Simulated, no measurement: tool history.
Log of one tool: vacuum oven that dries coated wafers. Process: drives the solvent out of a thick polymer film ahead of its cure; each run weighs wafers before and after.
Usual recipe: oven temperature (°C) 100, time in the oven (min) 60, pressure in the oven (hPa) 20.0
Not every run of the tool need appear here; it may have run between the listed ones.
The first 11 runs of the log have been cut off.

run	day	oven temperature (°C)	time in the oven (min)	pressure in the oven (hPa)	hours of work since the thermocouples were calibrated	hours of work since the vacuum gauge was cleaned of residue	solvent left in the film (%)
# day 17.112: oven's thermocouples calibrated
12	17.312	111	60	20.0	3	1133	0.79
13	19.158	106	60	20.0	29	1160	1.14
14	20.921	106	60	20.0	54	1185	1.15
15	22.646	106	60	20.0	79	1209	1.10
16	24.150	100	60	20.0	100	1231	1.75
17	25.292	100	60	20.0	116	1247	1.81
18	26.942	100	60	20.0	140	1270	1.80
19	28.329	100	60	20.0	160	1290	1.77
20	29.500	100	65	20.0	176	1307	1.57
21	31.154	100	65	20.0	200	1330	1.58
22	32.675	100	65	20.0	221	1352	1.57
# day 33.846: vacuum gauge cleaned of residue and calibrated
23	34.496	100	61	41.2	246	9	2.25
24	35.962	100	61	41.2	267	30	2.22
25	37.971	115	60	39.5	296	59	0.89
26	39.558	105	35	41.5	318	81	3.33
27	40.867	109	48	75.9	337	100	2.48
28	42.342	104	107	14.9	358	121	0.46
29	44.350	100	34	20.0	387	149	4.09
30	45.462	93	60	27.1	402	165	2.98
31	47.233	113	34	20.0	428	190	1.64
32	48.862	113	103	21.5	451	214	0.47
33	50.204	113	103	21.5	470	233	0.44

Predict each of these 3 candidate next runs independently; none follows another, all start after run 33:
A	52.125	103	60	20.0	497	260	?
B	52.125	113	103	11.3	497	260	?
C	52.125	112	52	20.0	497	260	?

run	solvent left in the film (%)
A	1.21
B	0.26
C	0.76
With no hidden state in the tool, these same runs would have given:
run	solvent left in the film (%)
A	1.26
B	0.24
C	0.79
